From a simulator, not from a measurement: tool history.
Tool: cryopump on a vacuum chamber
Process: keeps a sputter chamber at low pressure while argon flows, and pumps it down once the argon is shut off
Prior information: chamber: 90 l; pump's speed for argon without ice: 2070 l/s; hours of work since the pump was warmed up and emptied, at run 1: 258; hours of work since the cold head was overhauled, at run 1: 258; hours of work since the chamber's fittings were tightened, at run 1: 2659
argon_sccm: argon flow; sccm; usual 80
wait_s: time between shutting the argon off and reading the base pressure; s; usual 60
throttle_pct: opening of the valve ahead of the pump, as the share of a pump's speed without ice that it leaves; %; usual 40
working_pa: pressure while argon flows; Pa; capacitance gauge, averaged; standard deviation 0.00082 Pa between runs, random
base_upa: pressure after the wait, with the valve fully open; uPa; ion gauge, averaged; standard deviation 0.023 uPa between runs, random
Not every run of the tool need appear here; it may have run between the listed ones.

run	hour	argon_sccm	wait_s	throttle_pct	hours of work since the pump was warmed up and emptied	hours of work since the cold head was overhauled	hours of work since the chamber's fittings were tightened	working_pa	base_upa
1	0	80	60	40	258	258	2659	0.1807	1.28
2	21	48	60	40	272	272	2673	0.1095	1.35
3	51.5	48	60	40	293	293	2693	0.1079	1.35
4	73.9	80	21	40	308	308	2708	0.1842	2.64
5	107.6	80	21	40	331	331	2731	0.1856	2.68
6	127.9	80	27	40	344	344	2745	0.1853	2.22
7	164.5	80	27	40	369	369	2769	0.1867	2.22
8	197.1	80	27	40	391	391	2791	0.1887	2.26
9	217.8	80	27	40	404	404	2805	0.1901	2.22
10	237.6	80	124	40	418	418	2818	0.1909	1.06
11	263.7	122	60	20	435	435	2836	0.5393	1.49
12	303.7	122	60	20	462	462	2863	0.549	1.51
# hour 338.9: pump warmed up, emptied and cooled again
13	340.7	59	60	40	1	484	2884	0.1202	1.19
14	362.9	44	60	24	16	499	2899	0.1498	1.23
15	392.8	44	60	24	36	519	2919	0.1502	1.26
16	415.6	138	98	22	51	534	2934	0.5141	1.01
17	445.4	119	224	51	71	554	2954	0.1964	0.77
18	478.2	119	224	51	93	576	2976	0.1975	0.79
19	508	119	27	29	113	596	2996	0.3444	2.13
20	527.6	119	55	29	127	609	3009	0.3444	1.36

Measured less the same run without the tool's hidden state. The same run-to-run variation is in both; the gauge's scatter may not be:
The tool's hidden condition here consists of: pump's speed, % of a pump's without ice; cold plate's temperature, K; leak into the chamber, uPa l/s; drift of the gauge itself on working_pa, %; drift of the gauge itself on base_upa, %.
run	working_pa	base_upa
1	+0.0161	+0.5
2	+0.0103	+0.53
3	+0.011	+0.54
4	+0.0195	+0.56
5	+0.0212	+0.58
6	+0.0222	+0.58
7	+0.0239	+0.59
8	+0.0257	+0.63
9	+0.027	+0.62
10	+0.0281	+0.64
11	+0.0451	+0.65
12	+0.0494	+0.69
13	+0.0005	+0.41
14	+0.0007	+0.43
15	+0.0012	+0.45
16	+0.0049	+0.44
17	+0.0056	+0.45
18	+0.0073	+0.46
19	+0.0087	+0.48
20	+0.0098	+0.49
